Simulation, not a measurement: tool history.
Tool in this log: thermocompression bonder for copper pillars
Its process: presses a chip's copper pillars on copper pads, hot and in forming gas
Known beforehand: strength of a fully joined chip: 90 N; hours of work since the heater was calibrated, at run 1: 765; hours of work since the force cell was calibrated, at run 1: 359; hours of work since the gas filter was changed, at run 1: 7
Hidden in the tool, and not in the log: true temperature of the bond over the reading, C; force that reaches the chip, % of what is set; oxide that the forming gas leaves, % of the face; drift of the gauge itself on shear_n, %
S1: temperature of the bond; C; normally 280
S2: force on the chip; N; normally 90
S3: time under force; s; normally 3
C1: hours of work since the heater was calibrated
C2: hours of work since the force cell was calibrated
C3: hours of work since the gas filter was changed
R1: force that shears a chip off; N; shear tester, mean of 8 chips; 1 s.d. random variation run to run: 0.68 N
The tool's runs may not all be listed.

| run | hour | S1 | S2 | S3 | C1 | C2 | C3 | R1 |
|---|---|---|---|---|---|---|---|---|
| 1 | 0 | 280 | 90 | 3 | 765 | 359 | 7 | 63.6 |
| 2 | 80.3 | 280 | 90 | 3 | 797 | 391 | 39 | 63.9 |
| 3 | 174.8 | 280 | 90 | 3 | 835 | 429 | 77 | 63.8 |
| 4 | 227.4 | 280 | 90 | 3 | 856 | 451 | 98 | 61.8 |
| 5 | 272.9 | 280 | 90 | 3 | 874 | 469 | 117 | 61.1 |
| 6 | 345 | 280 | 90 | 3 | 903 | 498 | 146 | 61.1 |
| 7 | 433.6 | 280 | 90 | 6 | 939 | 533 | 181 | 69.9 |
|  | 491.2 | forming gas filter changed |
| 8 | 502.1 | 302 | 90 | 3 | 966 | 561 | 4 | 76 |
| 9 | 564.5 | 302 | 90 | 3 | 991 | 586 | 29 | 76 |
| 10 | 635.7 | 302 | 90 | 3 | 1020 | 614 | 58 | 76.6 |
| 11 | 701.4 | 280 | 90 | 3 | 1046 | 641 | 85 | 62.8 |
| 12 | 777.2 | 280 | 90 | 3 | 1077 | 671 | 115 | 62.7 |
| 13 | 871 | 280 | 90 | 3 | 1115 | 709 | 153 | 62.9 |
| 14 | 946.6 | 280 | 90 | 3 | 1145 | 739 | 183 | 60.8 |
|  | 952.3 | force cell calibrated |
|  | 1003.5 | forming gas filter changed |
| 15 | 1011.2 | 280 | 90 | 3 | 1170 | 23 | 3 | 66.6 |
| 16 | 1060.7 | 280 | 90 | 3 | 1190 | 43 | 23 | 66.2 |
| 17 | 1145 | 280 | 90 | 3 | 1224 | 77 | 57 | 64.7 |
| 18 | 1194.5 | 280 | 90 | 3 | 1244 | 97 | 77 | 63.2 |
|  | 1255 | force cell calibrated, once more |
| 19 | 1262 | 280 | 90 | 3 | 1270 | 3 | 103 | 65.1 |
| 20 | 1320.6 | 280 | 90 | 3 | 1294 | 26 | 127 | 63.7 |
| 21 | 1378.5 | 261 | 90 | 2 | 1317 | 50 | 150 | 44 |
| 22 | 1450.3 | 307 | 90 | 9 | 1346 | 79 | 179 | 78.5 |
| 23 | 1505.9 | 307 | 90 | 9 | 1368 | 101 | 201 | 79.3 |
|  | 1512.8 | forming gas filter changed |
| 24 | 1592.2 | 307 | 90 | 9 | 1403 | 135 | 32 | 87.6 |
| 25 | 1686.5 | 307 | 90 | 9 | 1441 | 173 | 70 | 86.3 |
| 26 | 1746.3 | 303 | 94 | 5 | 1465 | 197 | 94 | 80.5 |
| 27 | 1804.8 | 303 | 94 | 5 | 1488 | 221 | 117 | 81.2 |
| 28 | 1875.7 | 280 | 91 | 4 | 1517 | 249 | 146 | 66.8 |

For run 29, what comes out?
| 29 | 1954.9 | 280 | 91 | 4 | 1549 | 281 | 178 | ? |

R1: 66.2 N
Were there no unlogged condition in the tool, this run, its random variation unchanged, would have produced R1 65.8 N.

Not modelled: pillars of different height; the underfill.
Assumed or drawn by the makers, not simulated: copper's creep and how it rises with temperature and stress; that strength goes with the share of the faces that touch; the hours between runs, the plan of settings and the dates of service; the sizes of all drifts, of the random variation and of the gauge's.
